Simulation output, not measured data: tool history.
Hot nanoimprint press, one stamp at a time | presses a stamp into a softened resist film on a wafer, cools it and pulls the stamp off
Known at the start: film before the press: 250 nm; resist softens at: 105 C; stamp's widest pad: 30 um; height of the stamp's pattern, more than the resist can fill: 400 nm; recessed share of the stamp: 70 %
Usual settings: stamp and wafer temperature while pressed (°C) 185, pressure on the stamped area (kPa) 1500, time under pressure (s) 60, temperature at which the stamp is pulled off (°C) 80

run	hour	stamp and wafer temperature while pressed (°C)	pressure on the stamped area (kPa)	time under pressure (s)	temperature at which the stamp is pulled off (°C)	resist left under the stamp's widest pad (angstrom)	greatest force while the stamp is pulled off (N)
1	0.0	185	1500	60	80	894	125
# hour 11.3: stamp cleaned and given a new release coat
2	17.4	185	1240	60	80	980	96
3	23.8	185	1240	60	80	968	99
4	30.6	185	1240	60	80	984	96
5	38.9	185	1240	36	80	1168	96
6	50.7	185	1240	36	80	1157	98
7	56.3	185	1240	36	80	1176	100
8	66.2	185	1500	60	80	886	96
9	74.7	185	1500	60	80	887	99
10	80.0	185	1500	60	80	885	101
11	88.8	185	1500	60	80	875	97
12	94.9	185	1500	60	80	888	99
13	103.9	185	1500	48	80	951	95
14	109.9	185	1500	60	80	879	99
15	118.8	185	1500	77	80	802	101
16	126.8	185	1950	80	80	685	104
17	138.9	192	1750	60	73	684	115
18	147.7	192	1750	60	73	687	111
19	159.8	181	1500	60	75	970	110
20	169.6	181	1500	60	76	968	114
21	179.2	181	950	60	70	1245	121
22	185.2	185	1500	60	66	880	127
23	191.5	195	2210	100	80	459	105
24	197.4	195	2210	100	80	464	108
25	202.9	195	2210	116	87	435	96
26	213.3	180	2140	39	80	949	106
27	223.7	185	1370	60	76	919	114
28	235.1	185	1370	60	76	922	115
29	241.5	185	1370	60	76	923	116
30	250.0	185	1500	60	69	873	126

4 ways to go on from here, each from the tool as it stands after run 30. What would each give?
A	256.3	185	1500	78	80	?	?
B	256.3	185	2230	80	82	?	?
C	256.3	185	920	110	74	?	?
D	256.3	185	2290	46	87	?	?

run	resist left under the stamp's widest pad (angstrom)	greatest force while the stamp is pulled off (N)
A	797	110
B	629	107
C	928	118
D	757	101
Without the tool's hidden state the same runs would have given:
run	resist left under the stamp's widest pad (angstrom)	greatest force while the stamp is pulled off (N)
A	817	95
B	642	93
C	954	102
D	773	88
